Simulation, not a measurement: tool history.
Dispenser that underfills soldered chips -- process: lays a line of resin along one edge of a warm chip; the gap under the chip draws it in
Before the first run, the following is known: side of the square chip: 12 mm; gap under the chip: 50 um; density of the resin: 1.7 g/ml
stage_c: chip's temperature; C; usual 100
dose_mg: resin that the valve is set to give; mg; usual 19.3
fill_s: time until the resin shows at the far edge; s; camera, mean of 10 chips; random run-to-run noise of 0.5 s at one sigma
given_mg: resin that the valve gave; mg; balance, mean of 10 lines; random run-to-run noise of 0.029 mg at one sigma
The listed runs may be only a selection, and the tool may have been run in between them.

run 1 hour=0.0 | stage_c=100 dose_mg=19.3 | fill_s=47.6 given_mg=18.96
-- hour=1.4 new syringe of resin
run 2 hour=5.4 | stage_c=100 dose_mg=21.3 | fill_s=42.4 given_mg=20.80
run 3 hour=10.2 | stage_c=100 dose_mg=21.3 | fill_s=47.2 given_mg=20.74
-- hour=11.6 new syringe of resin
run 4 hour=13.1 | stage_c=100 dose_mg=21.3 | fill_s=39.4 given_mg=20.75
run 5 hour=16.6 | stage_c=100 dose_mg=19.3 | fill_s=44.3 given_mg=18.78
run 6 hour=20.2 | stage_c=100 dose_mg=19.3 | fill_s=47.5 given_mg=18.77
-- hour=21.8 new syringe of resin
run 7 hour=25.0 | stage_c=100 dose_mg=19.3 | fill_s=42.3 given_mg=18.77
run 8 hour=28.7 | stage_c=100 dose_mg=19.3 | fill_s=45.3 given_mg=18.72
run 9 hour=30.9 | stage_c=102 dose_mg=19.3 | fill_s=44.3 given_mg=18.64
-- hour=32.1 new syringe of resin
-- hour=33.1 dispensing valve cleaned and set on the balance
run 10 hour=35.8 | stage_c=102 dose_mg=18.0 | fill_s=39.3 given_mg=17.92
run 11 hour=38.9 | stage_c=100 dose_mg=23.2 | fill_s=42.4 given_mg=23.16
run 12 hour=41.9 | stage_c=100 dose_mg=16.5 | fill_s=48.1 given_mg=16.40
-- hour=43.3 new syringe of resin
run 13 hour=46.7 | stage_c=100 dose_mg=16.5 | fill_s=41.9 given_mg=16.40
run 14 hour=51.6 | stage_c=100 dose_mg=16.5 | fill_s=47.3 given_mg=16.32
-- hour=53.6 new syringe of resin
run 15 hour=56.8 | stage_c=85 dose_mg=19.3 | fill_s=65.1 given_mg=19.16
run 16 hour=60.2 | stage_c=85 dose_mg=19.3 | fill_s=70.9 given_mg=19.05
-- hour=63.8 new syringe of resin
run 17 hour=64.5 | stage_c=85 dose_mg=16.7 | fill_s=62.4 given_mg=16.48
run 18 hour=67.0 | stage_c=100 dose_mg=22.2 | fill_s=41.3 given_mg=21.90
run 19 hour=70.7 | stage_c=100 dose_mg=21.5 | fill_s=45.3 given_mg=21.09
-- hour=74.1 new syringe of resin
run 20 hour=75.0 | stage_c=100 dose_mg=21.5 | fill_s=39.5 given_mg=21.15
run 21 hour=79.6 | stage_c=100 dose_mg=21.5 | fill_s=44.2 given_mg=21.08
-- hour=84.2 new syringe of resin
run 22 hour=84.2 | stage_c=87 dose_mg=25.0 | fill_s=55.7 given_mg=24.40
run 23 hour=87.4 | stage_c=99 dose_mg=19.3 | fill_s=41.6 given_mg=18.89
run 24 hour=91.3 | stage_c=110 dose_mg=22.5 | fill_s=33.2 given_mg=21.95
-- hour=94.6 new syringe of resin
run 25 hour=95.1 | stage_c=113 dose_mg=22.7 | fill_s=26.0 given_mg=22.13
run 26 hour=99.8 | stage_c=100 dose_mg=17.1 | fill_s=44.9 given_mg=16.64
run 27 hour=102.4 | stage_c=100 dose_mg=17.1 | fill_s=46.5 given_mg=16.60
-- hour=104.9 new syringe of resin
run 28 hour=105.0 | stage_c=99 dose_mg=18.3 | fill_s=39.9 given_mg=17.74
run 29 hour=107.2 | stage_c=90 dose_mg=22.9 | fill_s=53.6 given_mg=22.20
run 30 hour=110.3 | stage_c=94 dose_mg=19.3 | fill_s=51.9 given_mg=18.75
-- hour=115.1 new syringe of resin
run 31 hour=115.1 | stage_c=96 dose_mg=22.0 | fill_s=42.2 given_mg=21.23
run 32 hour=119.1 | stage_c=96 dose_mg=22.0 | fill_s=47.5 given_mg=21.25
-- hour=120.7 dispensing valve cleaned and set on the balance
run 33 hour=123.9 | stage_c=113 dose_mg=24.2 | fill_s=31.6 given_mg=24.19

What will run 34 give?
-- hour=126.3 new syringe of resin
run 34 hour=127.2 | stage_c=113 dose_mg=18.7 | fill_s=? given_mg=?

fill_s: 27.3 s
given_mg: 18.73 mg
On a tool with no hidden condition, and with the same random variation, this run would have come out at fill_s 27.9 s, given_mg 18.72 mg.
